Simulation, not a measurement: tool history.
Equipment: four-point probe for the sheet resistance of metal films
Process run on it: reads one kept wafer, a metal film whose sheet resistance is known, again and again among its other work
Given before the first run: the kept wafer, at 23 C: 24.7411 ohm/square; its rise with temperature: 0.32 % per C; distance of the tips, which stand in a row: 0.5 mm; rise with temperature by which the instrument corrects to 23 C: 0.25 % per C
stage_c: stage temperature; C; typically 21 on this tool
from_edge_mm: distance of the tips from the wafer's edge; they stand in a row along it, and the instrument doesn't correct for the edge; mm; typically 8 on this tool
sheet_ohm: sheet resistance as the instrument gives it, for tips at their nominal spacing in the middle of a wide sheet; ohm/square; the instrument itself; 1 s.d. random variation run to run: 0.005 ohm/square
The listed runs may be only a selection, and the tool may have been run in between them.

run,day,stage_c,from_edge_mm,sheet_ohm
1,0,21,8,24.828742
2,1.179,21,8,24.827937
3,2.55,21,8,24.821581
4,3.588,21,8,24.824287
5,4.412,20,8,24.82135
6,5.904,20,8,24.814699
7,7.175,20,8,24.815726
8,8.671,33,8,25.008855
9,9.867,33,8,25.02017
10,10.979,19,8,24.810176
11,12.462,19,6,24.842187
12,13.183,19,6,24.85145
13,14.725,19,10,24.79962
14,16.208,19,10,24.795375
15,17.1,19,4,24.960255
# day 17.2: stage's thermometer calibrated
16,18.338,19,12,24.805002
17,19.104,30,53,24.956584
# day 19.562: stage's thermometer calibrated, once more
18,20.046,18,12,24.729163
19,21.312,27,4,25.046644
20,22.871,19,15,24.746357
21,24.15,18,24,24.708659
22,25.812,28,6,24.944565

The next listed run, before its measurement:
23,27.408,32,20,?

{"run 23": {"sheet_ohm": 24.920901}}
Had the tool carried no hidden state, the very same run would have given sheet_ohm 24.875387 ohm/square.
